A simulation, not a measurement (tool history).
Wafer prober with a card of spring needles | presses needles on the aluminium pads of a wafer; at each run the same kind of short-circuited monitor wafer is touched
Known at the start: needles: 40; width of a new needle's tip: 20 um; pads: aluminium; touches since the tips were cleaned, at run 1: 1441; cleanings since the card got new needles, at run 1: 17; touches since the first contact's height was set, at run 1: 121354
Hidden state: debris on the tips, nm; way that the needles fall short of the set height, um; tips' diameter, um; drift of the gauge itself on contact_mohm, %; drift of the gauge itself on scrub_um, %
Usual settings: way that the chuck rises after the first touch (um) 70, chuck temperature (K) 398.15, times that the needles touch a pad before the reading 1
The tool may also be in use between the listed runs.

run   hour  way that the chuck rises after the first touch (um)  chuck temperature (K)  times that the needles touch a pad before the reading  touches since the tips were cleaned  cleanings since the card got new needles  touches since the first contact's height was set  resistance of one needle with its contact and lead (mohm)  way that a needle slides on the pad (um)
  1      0                                                   70                 398.15                                                      1                                 1441                                        17                                            121354                                                        162                                      8.79
      23.1  -- tips cleaned on abrasive film
  2   25.8                                                   70                 398.15                                                      2                                  680                                        18                                            127812                                                        159                                      8.79
      52.5  -- tips cleaned on abrasive film
  3   56.7                                                   70                 398.15                                                      2                                 1069                                        19                                            135581                                                        159                                      8.77
  4   73.5                                                   70                 398.15                                                      2                                 5304                                        19                                            139816                                                        157                                       8.8
      81.6  -- tips cleaned on abrasive film
       101  -- height of the first contact set anew
  5  101.6                                                   70                 398.15                                                      1                                 4941                                        20                                               140                                                        159                                      8.77
     109.7  -- tips cleaned on abrasive film
  6  127.9                                                   70                 398.15                                                      1                                 4572                                        21                                              6742                                                        158                                       8.8
     137.6  -- tips cleaned on abrasive film
  7  148.8                                                   70                 398.15                                                      1                                 2805                                        22                                             11974                                                        159                                      8.79
     166.6  -- tips cleaned on abrasive film
  8  181.7                                                   70                 398.15                                                      1                                 3810                                        23                                             20229                                                        161                                      8.77
     195.8  -- tips cleaned on abrasive film
  9  199.5                                                   70                 398.15                                                      1                                  951                                        24                                             24698                                                        160                                      8.79
     225.1  -- tips cleaned on abrasive film
 10  237.4                                                   70                 398.15                                                      1                                 3078                                        25                                             34195                                                        160                                      8.77
     254.9  -- tips cleaned on abrasive film
 11  275.9                                                   70                 398.15                                                      1                                 5286                                        26                                             43860                                                        159                                      8.78
     283.8  -- tips cleaned on abrasive film
 12  307.4                                                   78                 386.15                                                      1                                 5945                                        27                                             51778                                                        156                                      9.79
     313.8  -- tips cleaned on abrasive film
 13  323.5                                                   70                 331.15                                                      1                                 2444                                        28                                             55807                                                        147                                      8.78
     341.4  -- tips cleaned on abrasive film
 14  358.8                                                   70                 331.15                                                      1                                 4378                                        29                                             64649                                                        151                                      8.78

Forecast each of these 5 alternatives for the next run:
     368.9  -- tips cleaned on abrasive film
  A  388.1                                                   70                 398.15                                                      1                                 4838                                        30                                             72014                                                          ?                                         ?
     368.9  -- tips cleaned on abrasive film
  B  388.1                                                   70                 398.15                                                      1                                 4838                                        30                                             72014                                                          ?                                         ?
     368.9  -- tips cleaned on abrasive film
  C  388.1                                                   70                 325.15                                                      1                                 4838                                        30                                             72014                                                          ?                                         ?
     368.9  -- tips cleaned on abrasive film
  D  388.1                                                   83                 337.15                                                      1                                 4838                                        30                                             72014                                                          ?                                         ?
     368.9  -- tips cleaned on abrasive film
  E  388.1                                                   70                 331.15                                                      2                                 4838                                        30                                             72014                                                          ?                                         ?

run  resistance of one needle with its contact and lead (mohm)  way that a needle slides on the pad (um)
  A                                                        159                                      8.77
  B                                                        160                                      8.78
  C                                                        151                                      8.77
  D                                                        149                                     10.44
  E                                                        150                                      8.79
Without the tool's hidden state the same runs would have given:
run  resistance of one needle with its contact and lead (mohm)  way that a needle slides on the pad (um)
  A                                                        159                                      8.77
  B                                                        160                                      8.78
  C                                                        151                                      8.77
  D                                                        149                                     10.44
  E                                                        150                                      8.79
